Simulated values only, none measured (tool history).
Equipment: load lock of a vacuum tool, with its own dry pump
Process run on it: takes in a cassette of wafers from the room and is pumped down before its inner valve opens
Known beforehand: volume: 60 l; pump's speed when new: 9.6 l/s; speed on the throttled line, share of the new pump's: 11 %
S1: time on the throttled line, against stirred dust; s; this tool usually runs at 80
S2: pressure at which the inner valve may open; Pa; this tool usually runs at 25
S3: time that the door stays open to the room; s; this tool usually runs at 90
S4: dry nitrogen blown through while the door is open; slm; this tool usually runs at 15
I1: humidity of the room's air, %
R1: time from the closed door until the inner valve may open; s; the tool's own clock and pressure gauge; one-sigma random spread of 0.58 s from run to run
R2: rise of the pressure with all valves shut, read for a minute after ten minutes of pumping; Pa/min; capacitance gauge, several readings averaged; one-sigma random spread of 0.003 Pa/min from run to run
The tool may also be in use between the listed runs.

{"run": 1, "day": 0.0, "S1": 80, "S2": 25, "S3": 90, "S4": 15, "I1": 43.6, "R1": 124.4, "R2": 0.081}
{"run": 2, "day": 14.521, "S1": 80, "S2": 25, "S3": 90, "S4": 15, "I1": 49.0, "R1": 124.1, "R2": 0.088}
{"run": 3, "day": 35.588, "S1": 80, "S2": 21, "S3": 90, "S4": 15, "I1": 44.0, "R1": 124.7, "R2": 0.087}
{"run": 4, "day": 51.483, "S1": 80, "S2": 21, "S3": 54, "S4": 15, "I1": 40.6, "R1": 125.1, "R2": 0.087}
{"run": 5, "day": 70.662, "S1": 80, "S2": 21, "S3": 54, "S4": 15, "I1": 46.9, "R1": 125.5, "R2": 0.092}
{"run": 6, "day": 88.071, "S1": 80, "S2": 21, "S3": 54, "S4": 15, "I1": 43.5, "R1": 125.6, "R2": 0.089}
{"run": 7, "day": 110.054, "S1": 80, "S2": 21, "S3": 54, "S4": 15, "I1": 49.1, "R1": 126.5, "R2": 0.098}
{"run": 8, "day": 125.542, "S1": 80, "S2": 21, "S3": 54, "S4": 15, "I1": 50.1, "R1": 125.8, "R2": 0.104}
{"run": 9, "day": 146.042, "S1": 80, "S2": 25, "S3": 90, "S4": 15, "I1": 45.6, "R1": 123.8, "R2": 0.111}
{"run": 10, "day": 165.438, "S1": 80, "S2": 25, "S3": 90, "S4": 15, "I1": 44.4, "R1": 126.2, "R2": 0.104}
{"run": 11, "day": 186.488, "S1": 80, "S2": 40, "S3": 90, "S4": 15, "I1": 41.8, "R1": 122.4, "R2": 0.11}
{"run": 12, "day": 199.262, "S1": 80, "S2": 25, "S3": 90, "S4": 15, "I1": 40.9, "R1": 126.1, "R2": 0.111}
{"run": 13, "day": 218.412, "S1": 80, "S2": 25, "S3": 90, "S4": 15, "I1": 47.6, "R1": 126.2, "R2": 0.115}
{"run": 14, "day": 229.112, "S1": 80, "S2": 25, "S3": 90, "S4": 15, "I1": 45.0, "R1": 126.0, "R2": 0.123}
{"run": 15, "day": 240.804, "S1": 80, "S2": 25, "S3": 90, "S4": 6, "I1": 46.9, "R1": 126.0, "R2": 0.125}
{"run": 16, "day": 252.525, "S1": 80, "S2": 25, "S3": 90, "S4": 6, "I1": 46.6, "R1": 126.8, "R2": 0.129}
{"run": 17, "day": 261.742, "S1": 80, "S2": 25, "S3": 90, "S4": 6, "I1": 46.7, "R1": 126.4, "R2": 0.134}
{"run": 18, "day": 281.729, "S1": 142, "S2": 25, "S3": 90, "S4": 15, "I1": 40.5, "R1": 182.2, "R2": 0.133}
{"run": 19, "day": 296.596, "S1": 142, "S2": 25, "S3": 90, "S4": 15, "I1": 44.4, "R1": 184.1, "R2": 0.137}
{"run": 20, "day": 318.533, "S1": 128, "S2": 25, "S3": 230, "S4": 15, "I1": 42.7, "R1": 169.9, "R2": 0.147}
{"run": 21, "day": 338.567, "S1": 80, "S2": 44, "S3": 151, "S4": 15, "I1": 45.3, "R1": 123.2, "R2": 0.147}
{"run": 22, "day": 358.404, "S1": 80, "S2": 31, "S3": 118, "S4": 15, "I1": 42.1, "R1": 126.9, "R2": 0.151}
{"run": 23, "day": 367.929, "S1": 102, "S2": 20, "S3": 32, "S4": 40, "I1": 45.9, "R1": 148.9, "R2": 0.131}
{"run": 24, "day": 388.446, "S1": 102, "S2": 20, "S3": 32, "S4": 8, "I1": 48.8, "R1": 149.1, "R2": 0.15}
{"day": 392.188, "done": "door's seal changed, seat wiped"}
{"run": 25, "day": 397.758, "S1": 102, "S2": 20, "S3": 32, "S4": 8, "I1": 46.7, "R1": 151.2, "R2": 0.022}
{"run": 26, "day": 413.712, "S1": 112, "S2": 29, "S3": 32, "S4": 8, "I1": 42.6, "R1": 154.4, "R2": 0.02}
{"run": 27, "day": 430.621, "S1": 55, "S2": 19, "S3": 90, "S4": 15, "I1": 45.5, "R1": 110.3, "R2": 0.023}
{"run": 28, "day": 447.454, "S1": 85, "S2": 20, "S3": 90, "S4": 17, "I1": 45.1, "R1": 135.6, "R2": 0.027}
{"run": 29, "day": 464.962, "S1": 65, "S2": 25, "S3": 90, "S4": 15, "I1": 46.8, "R1": 117.4, "R2": 0.028}
{"run": 30, "day": 486.762, "S1": 134, "S2": 24, "S3": 68, "S4": 41, "I1": 42.7, "R1": 178.1, "R2": 0.015}
{"run": 31, "day": 504.6, "S1": 134, "S2": 24, "S3": 68, "S4": 41, "I1": 43.7, "R1": 177.3, "R2": 0.023}
{"run": 32, "day": 516.429, "S1": 71, "S2": 25, "S3": 53, "S4": 6, "I1": 44.6, "R1": 122.4, "R2": 0.03}
{"run": 33, "day": 529.983, "S1": 71, "S2": 25, "S3": 53, "S4": 6, "I1": 45.6, "R1": 122.6, "R2": 0.027}
{"run": 34, "day": 540.242, "S1": 71, "S2": 45, "S3": 69, "S4": 6, "I1": 44.1, "R1": 118.9, "R2": 0.03}
{"run": 35, "day": 562.079, "S1": 71, "S2": 45, "S3": 69, "S4": 6, "I1": 44.0, "R1": 119.4, "R2": 0.038}

What if the next run were any one of these 4? Each begins from the tool's condition after run 35:
{"run": "A", "day": 581.517, "S1": 80, "S2": 36, "S3": 90, "S4": 31, "I1": 45.6, "R1": "?", "R2": "?"}
{"run": "B", "day": 581.517, "S1": 80, "S2": 36, "S3": 103, "S4": 15, "I1": 42.8, "R1": "?", "R2": "?"}
{"run": "C", "day": 581.517, "S1": 57, "S2": 19, "S3": 26, "S4": 6, "I1": 45.7, "R1": "?", "R2": "?"}
{"run": "D", "day": 581.517, "S1": 92, "S2": 25, "S3": 90, "S4": 15, "I1": 44.7, "R1": "?", "R2": "?"}

run=A R1=129.1 R2=0.030
run=B R1=129.0 R2=0.030
run=C R1=112.9 R2=0.028
run=D R1=141.0 R2=0.031
Take away the tool's hidden state, keep each run's random variation, and the runs would have read:
run=A R1=120.9 R2=0.020
run=B R1=120.8 R2=0.020
run=C R1=103.3 R2=0.017
run=D R1=132.6 R2=0.020

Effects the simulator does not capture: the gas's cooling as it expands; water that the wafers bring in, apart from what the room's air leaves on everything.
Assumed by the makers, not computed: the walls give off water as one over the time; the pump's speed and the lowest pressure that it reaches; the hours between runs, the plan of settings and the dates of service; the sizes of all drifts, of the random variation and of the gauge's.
